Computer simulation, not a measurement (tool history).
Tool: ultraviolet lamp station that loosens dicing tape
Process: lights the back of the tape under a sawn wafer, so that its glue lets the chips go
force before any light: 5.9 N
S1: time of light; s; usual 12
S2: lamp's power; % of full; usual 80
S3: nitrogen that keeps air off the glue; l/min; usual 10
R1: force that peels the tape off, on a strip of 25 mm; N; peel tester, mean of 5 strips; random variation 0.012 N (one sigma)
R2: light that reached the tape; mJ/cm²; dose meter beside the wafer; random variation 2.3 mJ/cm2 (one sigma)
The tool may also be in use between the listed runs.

run,hour,S1,S2,S3,R1,R2
1,0,12,80,10,0.576,234
2,6.2,12,80,15,0.516,233
3,14.2,12,80,15,0.502,231
4,22.4,12,80,15,0.505,230
5,29.7,12,80,15,0.515,227
6,38.3,12,80,15,0.495,230
7,46.1,12,80,10,0.6,230
8,50.5,12,80,9,0.636,229
9,58.1,12,80,10,0.576,229
10,62.3,12,80,10,0.61,230
11,71,12,80,10,0.639,235
12,79.2,12,80,5,0.852,230
13,85.6,12,80,5,0.87,229
14,94.1,10,80,10,0.861,192
15,102.6,10,80,10,0.856,191
16,107.9,9,80,10,1.003,173
17,116.9,9,80,10,1.012,167
18,123.6,9,80,10,0.93,182
19,128.2,12,80,10,0.556,239
20,134.1,12,80,4,0.909,241
21,138.2,12,80,10,0.563,240
22,143.4,12,80,10,0.571,241
23,147.9,17,98,6,0.244,412
24,156.8,17,98,6,0.251,409
25,161.4,12,80,19,0.449,242
26,170.5,7,61,8,2.073,103
27,175.3,23,80,10,0.186,458
28,180.6,8,73,6,1.613,142
29,185.3,21,89,6,0.224,467
30,189.3,12,80,7,0.676,237
31,195.3,7,69,10,1.642,116
32,203.7,17,95,6,0.274,396
33,210.2,9,73,5,1.512,162
34,218.3,20,80,4,0.344,394
35,223.8,20,80,4,0.361,389
36,231.9,20,80,4,0.335,398
37,236.3,20,80,4,0.353,397
38,241.1,20,80,4,0.341,392
39,248.9,20,80,4,0.343,399
40,257.6,6,80,10,1.687,120
41,264.1,9,76,4,1.484,164
42,270,9,76,4,1.514,164
43,278.1,20,85,3,0.364,413
44,285.1,12,69,20,0.584,198

Not shown: 1 entry that the log had between the listed runs. Between which runs, and how does the tool's hidden state differ before and after?
Between runs 17 and 18: window cleaned of glue's vapour (hour 122.9)
  light that the window lets through, % of a clean one's: 95.1 -> 99.7
  measured less the result without the state, R1: +0.122 -> +0.046 N; R2: -14 -> -6 mJ/cm²
